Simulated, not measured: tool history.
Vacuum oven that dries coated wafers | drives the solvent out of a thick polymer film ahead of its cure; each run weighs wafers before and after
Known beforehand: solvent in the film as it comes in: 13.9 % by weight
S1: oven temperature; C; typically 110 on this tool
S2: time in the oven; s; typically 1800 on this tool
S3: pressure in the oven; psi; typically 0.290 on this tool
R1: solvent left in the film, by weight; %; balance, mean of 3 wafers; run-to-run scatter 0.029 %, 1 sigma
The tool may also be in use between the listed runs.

Run 1, day 0.000: usual settings. Result: R1 2.64 %.
Run 2, day 0.896: usual settings but S2 2340 s. Result: R1 2.36 %.
Run 3, day 2.358: usual settings but S2 2340 s. Result: R1 2.32 %.
Run 4, day 4.017: usual settings but S2 2340 s. Result: R1 2.35 %.
Run 5, day 5.612: usual settings but S2 2340 s. Result: R1 2.40 %.
Run 6, day 7.283: usual settings but S3 0.367 psi. Result: R1 3.18 %.
Run 7, day 8.512: usual settings. Result: R1 2.67 %.
Run 8, day 9.588: usual settings. Result: R1 2.67 %.
Run 9, day 11.750: usual settings. Result: R1 2.66 %.
Run 10, day 13.250: usual settings. Result: R1 2.62 %.
Run 11, day 14.667: usual settings but S3 0.203 psi. Result: R1 2.05 %.
Run 12, day 16.279: usual settings but S3 0.203 psi. Result: R1 2.02 %.
At day 16.458: vacuum gauge cleaned of residue and calibrated.
Run 13, day 17.667: usual settings but S3 0.203 psi. Result: R1 2.09 %.
Run 14, day 19.483: usual settings but S2 1020 s, S3 0.191 psi. Result: R1 3.45 %.
Run 15, day 20.612: usual settings but S2 1020 s, S3 0.191 psi. Result: R1 3.51 %.
At day 21.954: vacuum gauge cleaned of residue and calibrated, once more.
Run 16, day 22.792: usual settings but S2 1020 s, S3 0.158 psi. Result: R1 3.24 %.
Run 17, day 24.338: usual settings but S2 3180 s. Result: R1 2.05 %.
Run 18, day 26.025: usual settings but S1 119 C. Result: R1 1.72 %.
Run 19, day 26.954: usual settings but S1 113 C, S3 1.002 psi. Result: R1 6.64 %.
Run 20, day 28.375: usual settings but S1 123 C, S2 2100 s, S3 0.321 psi. Result: R1 1.47 %.

What if the next run were any one of these 3? Each begins from the tool's condition after run 20:
Run A, day 30.183: usual settings but S2 2100 s, S3 0.299 psi. Result: R1 ?.
Run B, day 30.183: usual settings but S1 100 C, S2 1500 s, S3 0.245 psi. Result: R1 ?.
Run C, day 30.183: usual settings but S2 900 s. Result: R1 ?.

run    R1
  A  2.39
  B  4.23
  C  4.36
Take away the tool's hidden state, keep each run's random variation, and the runs would have read:
run    R1
  A  2.59
  B  4.57
  C  4.68

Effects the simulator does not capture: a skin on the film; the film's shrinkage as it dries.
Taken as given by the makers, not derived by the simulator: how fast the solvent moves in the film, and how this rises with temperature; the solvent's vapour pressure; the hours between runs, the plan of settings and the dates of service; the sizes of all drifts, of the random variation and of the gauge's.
